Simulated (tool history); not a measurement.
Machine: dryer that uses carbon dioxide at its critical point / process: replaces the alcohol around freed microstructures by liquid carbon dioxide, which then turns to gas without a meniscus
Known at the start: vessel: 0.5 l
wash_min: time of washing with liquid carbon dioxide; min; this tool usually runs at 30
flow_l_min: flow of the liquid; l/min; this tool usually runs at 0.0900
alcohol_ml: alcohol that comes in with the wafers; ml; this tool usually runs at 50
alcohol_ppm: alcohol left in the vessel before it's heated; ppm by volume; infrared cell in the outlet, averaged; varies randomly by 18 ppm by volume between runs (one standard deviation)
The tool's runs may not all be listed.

Run 1, hour 0.0: usual settings. Result: alcohol_ppm 1380 ppm by volume.
Run 2, hour 45.9: usual settings but alcohol_ml 72 ml. Result: alcohol_ppm 1968 ppm by volume.
Run 3, hour 93.0: usual settings but alcohol_ml 41 ml. Result: alcohol_ppm 1181 ppm by volume.
Run 4, hour 134.8: usual settings. Result: alcohol_ppm 1402 ppm by volume.
Run 5, hour 191.1: usual settings. Result: alcohol_ppm 1418 ppm by volume.
Run 6, hour 242.9: usual settings but alcohol_ml 46 ml. Result: alcohol_ppm 1303 ppm by volume.
Run 7, hour 282.4: usual settings but alcohol_ml 46 ml. Result: alcohol_ppm 1340 ppm by volume.
Run 8, hour 342.1: usual settings. Result: alcohol_ppm 1405 ppm by volume.
Run 9, hour 398.7: usual settings but flow_l_min 0.0589 l/min. Result: alcohol_ppm 6115 ppm by volume.
Run 10, hour 448.0: usual settings but flow_l_min 0.1218 l/min. Result: alcohol_ppm 349 ppm by volume.
Run 11, hour 505.1: usual settings but flow_l_min 0.1218 l/min. Result: alcohol_ppm 372 ppm by volume.
Run 12, hour 549.1: usual settings. Result: alcohol_ppm 1497 ppm by volume.
Run 13, hour 579.6: usual settings but flow_l_min 0.0614 l/min, alcohol_ml 74 ml. Result: alcohol_ppm 8385 ppm by volume.
Run 14, hour 610.9: usual settings but wash_min 19 min, flow_l_min 0.1209 l/min, alcohol_ml 34 ml. Result: alcohol_ppm 1934 ppm by volume.
Run 15, hour 636.9: usual settings but wash_min 23 min. Result: alcohol_ppm 4127 ppm by volume.
Run 16, hour 664.1: usual settings but wash_min 23 min. Result: alcohol_ppm 4087 ppm by volume.
Run 17, hour 698.4: usual settings but wash_min 43 min, flow_l_min 0.0592 l/min, alcohol_ml 47 ml. Result: alcohol_ppm 1808 ppm by volume.
Run 18, hour 731.5: usual settings but wash_min 38 min, flow_l_min 0.1025 l/min, alcohol_ml 47 ml. Result: alcohol_ppm 265 ppm by volume.
Run 19, hour 773.6: usual settings but wash_min 41 min, flow_l_min 0.1025 l/min, alcohol_ml 57 ml. Result: alcohol_ppm 196 ppm by volume.
At hour 822.4: inlet filter changed.
Run 20, hour 822.4: usual settings but wash_min 24 min, flow_l_min 0.1025 l/min, alcohol_ml 72 ml. Result: alcohol_ppm 2520 ppm by volume.
Run 21, hour 865.2: usual settings but wash_min 29 min. Result: alcohol_ppm 1369 ppm by volume.
Run 22, hour 918.8: usual settings but wash_min 29 min. Result: alcohol_ppm 1393 ppm by volume.
Run 23, hour 945.9: usual settings but wash_min 32 min, flow_l_min 0.0962 l/min. Result: alcohol_ppm 662 ppm by volume.
Run 24, hour 989.9: usual settings but wash_min 32 min, flow_l_min 0.0962 l/min. Result: alcohol_ppm 656 ppm by volume.

What if the next run were any one of these 4? Each begins from the tool's condition after run 24:
Run A, hour 1039.1: usual settings but wash_min 29 min, alcohol_ml 81 ml. Result: alcohol_ppm ?.
Run B, hour 1039.1: usual settings but wash_min 34 min, alcohol_ml 96 ml. Result: alcohol_ppm ?.
Run C, hour 1039.1: usual settings but wash_min 32 min, flow_l_min 0.0962 l/min, alcohol_ml 91 ml. Result: alcohol_ppm ?.
Run D, hour 1039.1: usual settings but wash_min 32 min, flow_l_min 0.0962 l/min, alcohol_ml 25 ml. Result: alcohol_ppm ?.

run  alcohol_ppm
  A         2266
  B         1303
  C         1208
  D          356
Take away the tool's hidden state, keep each run's random variation, and the runs would have read:
run  alcohol_ppm
  A         2123
  B         1200
  C         1110
  D          310

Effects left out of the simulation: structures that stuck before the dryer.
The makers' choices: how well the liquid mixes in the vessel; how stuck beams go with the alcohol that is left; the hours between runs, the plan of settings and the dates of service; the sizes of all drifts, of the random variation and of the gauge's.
